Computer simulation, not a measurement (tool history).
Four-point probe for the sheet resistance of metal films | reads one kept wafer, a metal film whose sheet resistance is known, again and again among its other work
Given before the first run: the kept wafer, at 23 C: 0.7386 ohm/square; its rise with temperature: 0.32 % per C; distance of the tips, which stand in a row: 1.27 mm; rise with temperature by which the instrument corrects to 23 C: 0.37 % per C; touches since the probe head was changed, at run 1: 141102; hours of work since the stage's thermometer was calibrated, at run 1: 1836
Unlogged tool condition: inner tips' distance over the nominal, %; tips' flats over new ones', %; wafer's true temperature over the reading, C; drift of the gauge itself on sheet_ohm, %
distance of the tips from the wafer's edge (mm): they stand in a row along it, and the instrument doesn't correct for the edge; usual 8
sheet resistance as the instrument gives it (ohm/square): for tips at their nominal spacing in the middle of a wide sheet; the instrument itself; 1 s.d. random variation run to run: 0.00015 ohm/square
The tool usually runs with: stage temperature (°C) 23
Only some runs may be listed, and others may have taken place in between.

run   hour  stage temperature (°C)  distance of the tips from the wafer's edge (mm)  touches since the probe head was changed  hours of work since the stage's thermometer was calibrated  sheet resistance as the instrument gives it (ohm/square)
  1      0                      23                                                8                                    141102                                                        1836                                                  0.748288
  2   36.9                      23                                                8                                    142993                                                        1865                                                  0.748848
  3   89.2                      23                                                8                                    145674                                                        1906                                                  0.748927
  4    134                      23                                                8                                    147970                                                        1941                                                  0.748422
     139.1  -- new probe head fitted
  5  178.1                      23                                                8                                      2001                                                        1974                                                  0.748682
  6  210.3                      23                                                8                                      3651                                                        1999                                                  0.748709
  7  250.1                      23                                                8                                      5688                                                        2030                                                  0.748471
  8  304.4                      23                                                8                                      8473                                                        2073                                                   0.74832
  9  340.4                      23                                                8                                     10318                                                        2101                                                  0.748638
 10  389.5                      21                                                8                                     12831                                                        2139                                                  0.749271
 11    429                      20                                                8                                     14856                                                        2170                                                  0.749688
 12  491.6                      20                                                8                                     18064                                                        2219                                                  0.749511
 13  526.1                      20                                                8                                     19832                                                        2246                                                  0.749343
 14  588.6                      20                                                8                                     23034                                                        2294                                                  0.749544
 15  633.6                      20                                               34                                     25339                                                        2330                                                  0.740393
 16  664.9                      20                                               34                                     26945                                                        2354                                                  0.740166
 17  714.4                      23                                                9                                     29478                                                        2393                                                  0.746345
 18  766.5                      26                                               10                                     32148                                                        2433                                                   0.74397
 19  798.5                      32                                                5                                     33792                                                        2458                                                  0.760125
 20  840.1                      22                                               19                                     35923                                                        2491                                                   0.74079
 21  883.2                      22                                               19                                     38130                                                        2524                                                  0.740757
 22  908.7                      22                                                3                                     39436                                                        2544                                                  0.803362
 23  946.8                      22                                                3                                     41388                                                        2574                                                   0.80351
     952.1  -- stage's thermometer calibrated
 24  992.2                      24                                               12                                     43691                                                          31                                                  0.742489

Run 25 comes next. What will it give?
 25  1038.8                      23                                               63                                     46077                                                          68                                                         ?

For run 25 the tool returned sheet resistance as the instrument gives it (ohm/square) 0.738815.
Minus the tool's unlogged condition, the same run would have read sheet resistance as the instrument gives it (ohm/square) 0.738816.
